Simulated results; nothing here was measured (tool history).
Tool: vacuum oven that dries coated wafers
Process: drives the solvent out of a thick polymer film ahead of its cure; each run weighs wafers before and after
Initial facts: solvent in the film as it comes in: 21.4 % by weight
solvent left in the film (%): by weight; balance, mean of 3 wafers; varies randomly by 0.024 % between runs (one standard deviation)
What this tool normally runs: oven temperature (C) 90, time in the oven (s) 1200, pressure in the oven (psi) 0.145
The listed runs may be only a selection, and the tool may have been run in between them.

run,hour,oven temperature (C),time in the oven (s),pressure in the oven (psi),solvent left in the film (%)
1,0.0,90,1200,0.145,2.42
2,32.5,90,1200,0.145,2.44
3,57.8,90,1200,0.145,2.43
4,89.9,90,1200,0.145,2.46
5,110.6,90,1200,0.145,2.46
6,133.4,90,1200,0.145,2.44
7,166.4,90,1200,0.145,2.45
8,199.4,90,1800,0.145,1.14
9,225.1,90,1200,0.145,2.43
10,239.2,75,1200,0.145,8.72
11,270.5,75,1200,0.145,8.77
12,290.1,90,1200,0.145,2.44
13,314.5,90,1200,0.145,2.45
14,332.7,90,1200,0.145,2.38
15,363.4,90,1200,0.145,2.45
16,376.8,90,1200,0.145,2.44
17,407.2,90,1200,0.145,2.37
18,433.8,90,1200,0.145,2.46
19,453.4,90,1200,0.145,2.39
20,471.2,90,660,0.145,5.61
21,490.3,90,1200,0.312,2.76
22,513.7,90,1200,0.139,2.36
23,529.9,90,1620,0.145,1.35
24,562.3,90,1620,0.145,1.34
25,577.6,102,1980,0.145,0.31
# hour 607.4: vacuum gauge cleaned of residue and calibrated
26,612.4,102,1980,0.145,0.25
27,629.6,102,1980,0.145,0.20
28,656.7,90,720,0.113,4.89
29,683.5,90,720,0.113,4.89
30,716.0,90,1080,0.113,2.65
31,747.6,90,1080,0.113,2.68
32,765.6,87,1200,0.437,3.96
33,791.9,89,720,0.328,5.72
34,820.8,77,1200,0.299,7.96
35,849.1,77,1200,0.299,8.03
36,872.7,77,1200,0.299,7.96
37,901.4,77,1320,0.223,7.19
38,916.7,101,1320,0.187,0.42
39,944.3,101,960,0.392,1.06
40,971.0,101,1260,0.180,0.42
41,985.7,101,1260,0.180,0.44
42,1006.5,98,1800,0.309,0.63
43,1025.9,98,1800,0.309,0.68
44,1045.9,76,600,0.524,12.56
45,1077.2,76,1020,0.260,9.22
46,1098.8,92,1380,0.145,1.28
47,1119.2,75,1680,0.332,6.91

Below, some changes in solvent left in the film (%) between adjacent runs. For each, the amount present without the hidden state too (settings, incoming material, random variation) and the amount remaining for the hidden state with gauge scatter not shared by both compared results:
The tool's hidden condition here consists of: true wafer temperature over the reading, C; true pressure over the reading, kPa; drift of the gauge itself on solvent_pct, %.
Run 27 -> 28: oven temperature (C) 102 -> 90, time in the oven (s) 1980 -> 720, pressure in the oven (psi) 0.145 -> 0.113. solvent left in the film (%) +4.69: hidden state -0.41, all else +5.10.
Run 37 -> 38: oven temperature (C) 77 -> 101, pressure in the oven (psi) 0.223 -> 0.187. solvent left in the film (%) -6.77: hidden state +0.45, all else -7.22.
Run 43 -> 44: oven temperature (C) 98 -> 76, time in the oven (s) 1800 -> 600, pressure in the oven (psi) 0.309 -> 0.524. solvent left in the film (%) +11.88: hidden state -0.38, all else +12.26.
Run 45 -> 46: oven temperature (C) 76 -> 92, time in the oven (s) 1020 -> 1380, pressure in the oven (psi) 0.260 -> 0.145. solvent left in the film (%) -7.94: hidden state +0.28, all else -8.22.

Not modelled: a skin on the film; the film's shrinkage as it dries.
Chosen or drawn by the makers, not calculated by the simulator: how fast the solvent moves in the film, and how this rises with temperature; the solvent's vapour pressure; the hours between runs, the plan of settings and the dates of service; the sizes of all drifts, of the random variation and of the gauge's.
